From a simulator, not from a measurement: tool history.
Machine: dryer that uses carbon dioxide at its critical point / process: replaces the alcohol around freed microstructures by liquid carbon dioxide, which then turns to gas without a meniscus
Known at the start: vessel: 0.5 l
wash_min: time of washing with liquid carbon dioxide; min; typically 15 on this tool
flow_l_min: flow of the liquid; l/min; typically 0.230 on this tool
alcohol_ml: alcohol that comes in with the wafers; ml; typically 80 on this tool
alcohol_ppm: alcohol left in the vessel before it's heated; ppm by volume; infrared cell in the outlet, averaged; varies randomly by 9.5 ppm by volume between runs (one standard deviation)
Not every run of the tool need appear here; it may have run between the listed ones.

{"run": 1, "hour": 0.0, "wash_min": 15, "flow_l_min": 0.23, "alcohol_ml": 80, "alcohol_ppm": 771}
{"run": 2, "hour": 4.4, "wash_min": 15, "flow_l_min": 0.23, "alcohol_ml": 80, "alcohol_ppm": 729}
{"run": 3, "hour": 9.9, "wash_min": 15, "flow_l_min": 0.23, "alcohol_ml": 80, "alcohol_ppm": 761}
{"run": 4, "hour": 17.5, "wash_min": 15, "flow_l_min": 0.23, "alcohol_ml": 50, "alcohol_ppm": 490}
{"run": 5, "hour": 26.3, "wash_min": 15, "flow_l_min": 0.23, "alcohol_ml": 50, "alcohol_ppm": 493}
{"run": 6, "hour": 32.0, "wash_min": 15, "flow_l_min": 0.23, "alcohol_ml": 50, "alcohol_ppm": 500}
{"run": 7, "hour": 41.1, "wash_min": 15, "flow_l_min": 0.23, "alcohol_ml": 63, "alcohol_ppm": 616}
{"run": 8, "hour": 46.2, "wash_min": 15, "flow_l_min": 0.233, "alcohol_ml": 63, "alcohol_ppm": 581}
{"run": 9, "hour": 55.8, "wash_min": 15, "flow_l_min": 0.233, "alcohol_ml": 44, "alcohol_ppm": 413}
{"run": 10, "hour": 60.1, "wash_min": 15, "flow_l_min": 0.233, "alcohol_ml": 44, "alcohol_ppm": 426}
{"run": 11, "hour": 64.8, "wash_min": 10, "flow_l_min": 0.23, "alcohol_ml": 80, "alcohol_ppm": 4521}
{"run": 12, "hour": 73.5, "wash_min": 10, "flow_l_min": 0.23, "alcohol_ml": 80, "alcohol_ppm": 4606}
{"run": 13, "hour": 78.6, "wash_min": 10, "flow_l_min": 0.23, "alcohol_ml": 80, "alcohol_ppm": 4693}
{"run": 14, "hour": 85.7, "wash_min": 10, "flow_l_min": 0.23, "alcohol_ml": 80, "alcohol_ppm": 4629}
{"run": 15, "hour": 91.8, "wash_min": 15, "flow_l_min": 0.225, "alcohol_ml": 80, "alcohol_ppm": 897}
{"run": 16, "hour": 98.7, "wash_min": 15, "flow_l_min": 0.225, "alcohol_ml": 80, "alcohol_ppm": 936}
{"run": 17, "hour": 107.0, "wash_min": 15, "flow_l_min": 0.23, "alcohol_ml": 80, "alcohol_ppm": 826}
{"run": 18, "hour": 113.9, "wash_min": 15, "flow_l_min": 0.23, "alcohol_ml": 80, "alcohol_ppm": 831}
{"run": 19, "hour": 119.6, "wash_min": 15, "flow_l_min": 0.344, "alcohol_ml": 80, "alcohol_ppm": 101}
{"run": 20, "hour": 127.0, "wash_min": 15, "flow_l_min": 0.344, "alcohol_ml": 80, "alcohol_ppm": 98}
{"run": 21, "hour": 136.6, "wash_min": 15, "flow_l_min": 0.344, "alcohol_ml": 80, "alcohol_ppm": 96}
{"run": 22, "hour": 143.4, "wash_min": 15, "flow_l_min": 0.174, "alcohol_ml": 80, "alcohol_ppm": 3215}
{"run": 23, "hour": 149.8, "wash_min": 15, "flow_l_min": 0.174, "alcohol_ml": 80, "alcohol_ppm": 3137}
{"run": 24, "hour": 158.2, "wash_min": 15, "flow_l_min": 0.299, "alcohol_ml": 80, "alcohol_ppm": 198}
{"run": 25, "hour": 165.6, "wash_min": 16, "flow_l_min": 0.23, "alcohol_ml": 50, "alcohol_ppm": 418}
{"run": 26, "hour": 171.4, "wash_min": 9, "flow_l_min": 0.23, "alcohol_ml": 80, "alcohol_ppm": 6711}
{"run": 27, "hour": 180.6, "wash_min": 9, "flow_l_min": 0.378, "alcohol_ml": 22, "alcohol_ppm": 263}
{"run": 28, "hour": 184.8, "wash_min": 17, "flow_l_min": 0.204, "alcohol_ml": 61, "alcohol_ppm": 695}
{"run": 29, "hour": 191.7, "wash_min": 20, "flow_l_min": 0.204, "alcohol_ml": 53, "alcohol_ppm": 277}
{"run": 30, "hour": 197.1, "wash_min": 20, "flow_l_min": 0.331, "alcohol_ml": 53, "alcohol_ppm": 69}
{"run": 31, "hour": 204.7, "wash_min": 20, "flow_l_min": 0.331, "alcohol_ml": 53, "alcohol_ppm": 74}
{"run": 32, "hour": 213.9, "wash_min": 20, "flow_l_min": 0.331, "alcohol_ml": 53, "alcohol_ppm": 81}
{"run": 33, "hour": 221.4, "wash_min": 20, "flow_l_min": 0.158, "alcohol_ml": 53, "alcohol_ppm": 1035}
{"run": 34, "hour": 226.2, "wash_min": 20, "flow_l_min": 0.158, "alcohol_ml": 53, "alcohol_ppm": 1006}
{"run": 35, "hour": 234.3, "wash_min": 15, "flow_l_min": 0.39, "alcohol_ml": 80, "alcohol_ppm": 93}
{"run": 36, "hour": 243.1, "wash_min": 12, "flow_l_min": 0.39, "alcohol_ml": 25, "alcohol_ppm": 116}
{"run": 37, "hour": 250.7, "wash_min": 20, "flow_l_min": 0.256, "alcohol_ml": 80, "alcohol_ppm": 145}
{"run": 38, "hour": 256.7, "wash_min": 20, "flow_l_min": 0.256, "alcohol_ml": 80, "alcohol_ppm": 156}
{"hour": 259.8, "done": "inlet filter changed"}
{"run": 39, "hour": 261.7, "wash_min": 13, "flow_l_min": 0.23, "alcohol_ml": 44, "alcohol_ppm": 744}
{"run": 40, "hour": 268.9, "wash_min": 23, "flow_l_min": 0.23, "alcohol_ml": 52, "alcohol_ppm": 105}
{"run": 41, "hour": 276.4, "wash_min": 13, "flow_l_min": 0.23, "alcohol_ml": 99, "alcohol_ppm": 1540}
{"run": 42, "hour": 282.8, "wash_min": 15, "flow_l_min": 0.155, "alcohol_ml": 35, "alcohol_ppm": 1812}
{"run": 43, "hour": 287.2, "wash_min": 15, "flow_l_min": 0.168, "alcohol_ml": 68, "alcohol_ppm": 2452}
{"run": 44, "hour": 294.5, "wash_min": 15, "flow_l_min": 0.209, "alcohol_ml": 52, "alcohol_ppm": 703}
{"run": 45, "hour": 299.4, "wash_min": 15, "flow_l_min": 0.209, "alcohol_ml": 52, "alcohol_ppm": 729}
{"run": 46, "hour": 304.0, "wash_min": 12, "flow_l_min": 0.278, "alcohol_ml": 20, "alcohol_ppm": 252}
{"run": 47, "hour": 311.5, "wash_min": 18, "flow_l_min": 0.208, "alcohol_ml": 54, "alcohol_ppm": 356}

Forecast each of these 3 alternatives for the next run:
{"run": "A", "hour": 320.6, "wash_min": 17, "flow_l_min": 0.208, "alcohol_ml": 54, "alcohol_ppm": "?"}
{"run": "B", "hour": 320.6, "wash_min": 15, "flow_l_min": 0.223, "alcohol_ml": 80, "alcohol_ppm": "?"}
{"run": "C", "hour": 320.6, "wash_min": 15, "flow_l_min": 0.23, "alcohol_ml": 73, "alcohol_ppm": "?"}

run=A alcohol_ppm=458
run=B alcohol_ppm=777
run=C alcohol_ppm=610
Stripped of hidden state, with their random variation kept, the same runs would have yielded:
run=A alcohol_ppm=338
run=B alcohol_ppm=642
run=C alcohol_ppm=483
